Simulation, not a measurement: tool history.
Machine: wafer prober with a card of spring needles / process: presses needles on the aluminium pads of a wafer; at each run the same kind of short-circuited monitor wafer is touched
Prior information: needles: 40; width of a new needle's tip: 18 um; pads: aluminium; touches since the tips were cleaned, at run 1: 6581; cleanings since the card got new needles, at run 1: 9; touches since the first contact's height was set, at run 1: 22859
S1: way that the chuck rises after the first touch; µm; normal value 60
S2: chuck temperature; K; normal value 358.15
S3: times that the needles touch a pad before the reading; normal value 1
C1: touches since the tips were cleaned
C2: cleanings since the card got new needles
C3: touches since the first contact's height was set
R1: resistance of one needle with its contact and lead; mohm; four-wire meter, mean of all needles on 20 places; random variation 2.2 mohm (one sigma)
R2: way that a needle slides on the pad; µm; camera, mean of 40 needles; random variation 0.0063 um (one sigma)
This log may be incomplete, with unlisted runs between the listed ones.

| run | hour | S1 | S2 | S3 | C1 | C2 | C3 | R1 | R2 |
|---|---|---|---|---|---|---|---|---|---|
| 1 | 0.0 | 60 | 358.15 | 1 | 6581 | 9 | 22859 | 634 | 11.404 |
|  | 8.2 | tips cleaned on abrasive film |
| 2 | 15.0 | 60 | 358.15 | 1 | 1424 | 10 | 25965 | 424 | 11.403 |
| 3 | 29.0 | 60 | 358.15 | 1 | 4347 | 10 | 28888 | 578 | 11.402 |
| 4 | 38.1 | 60 | 312.15 | 1 | 6230 | 10 | 30771 | 645 | 11.398 |
|  | 47.5 | tips cleaned on abrasive film |
| 5 | 51.0 | 60 | 312.15 | 1 | 714 | 11 | 33433 | 350 | 11.387 |
| 6 | 64.7 | 60 | 312.15 | 1 | 3567 | 11 | 36286 | 558 | 11.387 |
| 7 | 75.5 | 60 | 312.15 | 1 | 5833 | 11 | 38552 | 631 | 11.388 |
|  | 87.1 | tips cleaned on abrasive film |
| 8 | 90.6 | 60 | 312.15 | 1 | 725 | 12 | 41667 | 338 | 11.389 |
| 9 | 99.6 | 60 | 358.15 | 1 | 2598 | 12 | 43540 | 496 | 11.371 |
| 10 | 109.1 | 60 | 358.15 | 1 | 4583 | 12 | 45525 | 587 | 11.383 |
| 11 | 115.6 | 60 | 358.15 | 1 | 5927 | 12 | 46869 | 615 | 11.372 |
| 12 | 125.9 | 60 | 358.15 | 1 | 8073 | 12 | 49015 | 647 | 11.375 |
|  | 127.3 | tips cleaned on abrasive film |
| 13 | 138.3 | 60 | 358.15 | 1 | 2299 | 13 | 51587 | 466 | 11.366 |
| 14 | 146.4 | 60 | 358.15 | 1 | 3968 | 13 | 53256 | 558 | 11.357 |
| 15 | 153.4 | 60 | 358.15 | 1 | 5435 | 13 | 54723 | 605 | 11.364 |
| 16 | 160.5 | 60 | 358.15 | 1 | 6917 | 13 | 56205 | 639 | 11.365 |
|  | 167.0 | tips cleaned on abrasive film |
| 17 | 168.9 | 60 | 358.15 | 1 | 387 | 14 | 57923 | 315 | 11.352 |
| 18 | 178.7 | 66 | 333.15 | 2 | 2445 | 14 | 59981 | 347 | 12.506 |
| 19 | 191.0 | 75 | 333.15 | 1 | 5002 | 14 | 62538 | 468 | 14.201 |
|  | 205.8 | height of the first contact set anew |
|  | 206.5 | tips cleaned on abrasive film |
| 20 | 206.5 | 75 | 333.15 | 1 | 0 | 15 | 141 | 244 | 14.269 |
| 21 | 215.7 | 75 | 333.15 | 1 | 1914 | 15 | 2055 | 363 | 14.261 |
| 22 | 226.1 | 75 | 333.15 | 1 | 4073 | 15 | 4214 | 446 | 14.268 |
| 23 | 238.4 | 75 | 389.15 | 2 | 6641 | 15 | 6782 | 387 | 14.269 |
|  | 246.4 | tips cleaned on abrasive film |
| 24 | 248.1 | 50 | 353.15 | 2 | 366 | 16 | 8779 | 306 | 9.499 |
| 25 | 259.1 | 60 | 369.15 | 1 | 2656 | 16 | 11069 | 480 | 11.402 |
| 26 | 272.4 | 60 | 369.15 | 2 | 5417 | 16 | 13830 | 455 | 11.402 |
| 27 | 280.0 | 46 | 301.15 | 2 | 7003 | 16 | 15416 | 661 | 8.733 |
|  | 286.0 | tips cleaned on abrasive film |
| 28 | 290.5 | 44 | 349.15 | 1 | 937 | 17 | 17586 | 505 | 8.347 |
| 29 | 302.6 | 44 | 349.15 | 1 | 3451 | 17 | 20100 | 793 | 8.342 |
| 30 | 317.7 | 66 | 322.15 | 1 | 6606 | 17 | 23255 | 576 | 12.519 |
|  | 325.6 | tips cleaned on abrasive film |
| 31 | 330.1 | 66 | 322.15 | 1 | 930 | 18 | 25813 | 353 | 12.523 |
| 32 | 340.3 | 66 | 322.15 | 1 | 3059 | 18 | 27942 | 479 | 12.532 |
| 33 | 348.0 | 74 | 358.15 | 1 | 4656 | 18 | 29539 | 476 | 14.040 |

3 options for the next run, each taken on its own from the tool as it stands now. Forecast them:
| A | 362.6 | 63 | 305.15 | 3 | 7690 | 18 | 32573 | ? | ? |
| B | 362.6 | 62 | 348.15 | 3 | 7690 | 18 | 32573 | ? | ? |
| C | 362.6 | 60 | 369.15 | 1 | 7690 | 18 | 32573 | ? | ? |

| run | R1 | R2 |
|---|---|---|
| A | 372 | 11.953 |
| B | 379 | 11.764 |
| C | 645 | 11.374 |
Without the tool's hidden state the same runs would have given:
| run | R1 | R2 |
|---|---|---|
| A | 225 | 12.004 |
| B | 237 | 11.815 |
| C | 242 | 11.425 |
